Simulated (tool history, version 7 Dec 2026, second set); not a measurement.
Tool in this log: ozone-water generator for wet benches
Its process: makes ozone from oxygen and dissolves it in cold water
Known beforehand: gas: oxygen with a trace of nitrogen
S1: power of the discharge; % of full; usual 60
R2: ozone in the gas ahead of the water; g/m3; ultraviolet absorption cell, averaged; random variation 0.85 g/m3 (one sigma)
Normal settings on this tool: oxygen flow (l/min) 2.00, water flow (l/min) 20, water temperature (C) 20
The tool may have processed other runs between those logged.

run 1 day=0.000 | S1=60 oxygen_flow_(l/min)=2.00 water_flow_(l/min)=20 water_temperature_(C)=20 | dissolved_ozone_(ppm)=8.5 R2=136.9
run 2 day=2.708 | S1=60 oxygen_flow_(l/min)=2.00 water_flow_(l/min)=20 water_temperature_(C)=20 | dissolved_ozone_(ppm)=8.6 R2=136.0
run 3 day=5.671 | S1=60 oxygen_flow_(l/min)=2.00 water_flow_(l/min)=20 water_temperature_(C)=12 | dissolved_ozone_(ppm)=8.9 R2=136.8
run 4 day=7.562 | S1=60 oxygen_flow_(l/min)=2.00 water_flow_(l/min)=20 water_temperature_(C)=20 | dissolved_ozone_(ppm)=8.6 R2=136.0
run 5 day=10.867 | S1=60 oxygen_flow_(l/min)=2.00 water_flow_(l/min)=20 water_temperature_(C)=22 | dissolved_ozone_(ppm)=8.4 R2=135.9
run 6 day=12.683 | S1=60 oxygen_flow_(l/min)=2.00 water_flow_(l/min)=20 water_temperature_(C)=22 | dissolved_ozone_(ppm)=8.4 R2=136.1
run 7 day=15.442 | S1=48 oxygen_flow_(l/min)=2.00 water_flow_(l/min)=20 water_temperature_(C)=22 | dissolved_ozone_(ppm)=7.1 R2=114.0
run 8 day=17.129 | S1=48 oxygen_flow_(l/min)=2.00 water_flow_(l/min)=20 water_temperature_(C)=22 | dissolved_ozone_(ppm)=7.1 R2=116.3
run 9 day=19.392 | S1=60 oxygen_flow_(l/min)=2.00 water_flow_(l/min)=26 water_temperature_(C)=20 | dissolved_ozone_(ppm)=6.5 R2=135.8
run 10 day=22.400 | S1=60 oxygen_flow_(l/min)=2.00 water_flow_(l/min)=26 water_temperature_(C)=20 | dissolved_ozone_(ppm)=6.3 R2=134.9
run 11 day=25.688 | S1=60 oxygen_flow_(l/min)=2.00 water_flow_(l/min)=26 water_temperature_(C)=20 | dissolved_ozone_(ppm)=6.3 R2=134.9
run 12 day=27.400 | S1=60 oxygen_flow_(l/min)=2.00 water_flow_(l/min)=12 water_temperature_(C)=20 | dissolved_ozone_(ppm)=13.3 R2=133.9
run 13 day=30.946 | S1=62 oxygen_flow_(l/min)=1.17 water_flow_(l/min)=28 water_temperature_(C)=13 | dissolved_ozone_(ppm)=4.5 R2=164.1
run 14 day=34.692 | S1=62 oxygen_flow_(l/min)=1.17 water_flow_(l/min)=28 water_temperature_(C)=13 | dissolved_ozone_(ppm)=4.6 R2=162.6
run 15 day=37.221 | S1=62 oxygen_flow_(l/min)=1.17 water_flow_(l/min)=28 water_temperature_(C)=13 | dissolved_ozone_(ppm)=4.7 R2=163.7
run 16 day=41.121 | S1=60 oxygen_flow_(l/min)=3.36 water_flow_(l/min)=23 water_temperature_(C)=20 | dissolved_ozone_(ppm)=8.9 R2=114.1
-- day=41.404 water thermometer calibrated
run 17 day=44.629 | S1=60 oxygen_flow_(l/min)=1.67 water_flow_(l/min)=26 water_temperature_(C)=20 | dissolved_ozone_(ppm)=5.7 R2=141.2
run 18 day=48.312 | S1=60 oxygen_flow_(l/min)=2.00 water_flow_(l/min)=17 water_temperature_(C)=20 | dissolved_ozone_(ppm)=9.9 R2=133.9
run 19 day=51.367 | S1=60 oxygen_flow_(l/min)=2.00 water_flow_(l/min)=17 water_temperature_(C)=20 | dissolved_ozone_(ppm)=9.8 R2=132.4
run 20 day=55.254 | S1=91 oxygen_flow_(l/min)=1.21 water_flow_(l/min)=25 water_temperature_(C)=19 | dissolved_ozone_(ppm)=7.1 R2=215.2
-- day=55.883 water thermometer calibrated, once more
run 21 day=59.067 | S1=91 oxygen_flow_(l/min)=1.21 water_flow_(l/min)=25 water_temperature_(C)=19 | dissolved_ozone_(ppm)=7.0 R2=215.0
run 22 day=61.625 | S1=60 oxygen_flow_(l/min)=1.68 water_flow_(l/min)=26 water_temperature_(C)=16 | dissolved_ozone_(ppm)=5.8 R2=139.7
run 23 day=64.946 | S1=43 oxygen_flow_(l/min)=1.68 water_flow_(l/min)=26 water_temperature_(C)=16 | dissolved_ozone_(ppm)=4.6 R2=110.4
run 24 day=68.325 | S1=43 oxygen_flow_(l/min)=1.68 water_flow_(l/min)=26 water_temperature_(C)=16 | dissolved_ozone_(ppm)=4.5 R2=109.2

Run by run, hidden condition taken away, random variation retained:
Hidden conditions of the tool in this case: yield of the discharge, % of new electrodes'; contactor's efficiency, % of a clean one's; true water temperature over the reading, C; drift of the gauge itself on ozone_ppm, %; drift of the gauge itself on gas_g_m3, %.
run=1 dissolved_ozone_(ppm)=8.7 R2=138.2
run=2 dissolved_ozone_(ppm)=8.8 R2=137.4
run=3 dissolved_ozone_(ppm)=9.1 R2=138.4
run=4 dissolved_ozone_(ppm)=8.9 R2=137.6
run=5 dissolved_ozone_(ppm)=8.6 R2=137.6
run=6 dissolved_ozone_(ppm)=8.6 R2=137.9
run=7 dissolved_ozone_(ppm)=7.3 R2=115.3
run=8 dissolved_ozone_(ppm)=7.2 R2=117.6
run=9 dissolved_ozone_(ppm)=6.7 R2=137.8
run=10 dissolved_ozone_(ppm)=6.5 R2=137.1
run=11 dissolved_ozone_(ppm)=6.5 R2=137.2
run=12 dissolved_ozone_(ppm)=13.7 R2=136.3
run=13 dissolved_ozone_(ppm)=4.7 R2=167.2
run=14 dissolved_ozone_(ppm)=4.8 R2=165.9
run=15 dissolved_ozone_(ppm)=4.9 R2=167.2
run=16 dissolved_ozone_(ppm)=9.2 R2=116.5
run=17 dissolved_ozone_(ppm)=5.9 R2=144.4
run=18 dissolved_ozone_(ppm)=10.2 R2=137.0
run=19 dissolved_ozone_(ppm)=10.2 R2=135.7
run=20 dissolved_ozone_(ppm)=7.5 R2=222.8
run=21 dissolved_ozone_(ppm)=7.4 R2=222.9
run=22 dissolved_ozone_(ppm)=6.1 R2=143.6
run=23 dissolved_ozone_(ppm)=4.8 R2=112.6
run=24 dissolved_ozone_(ppm)=4.7 R2=111.5
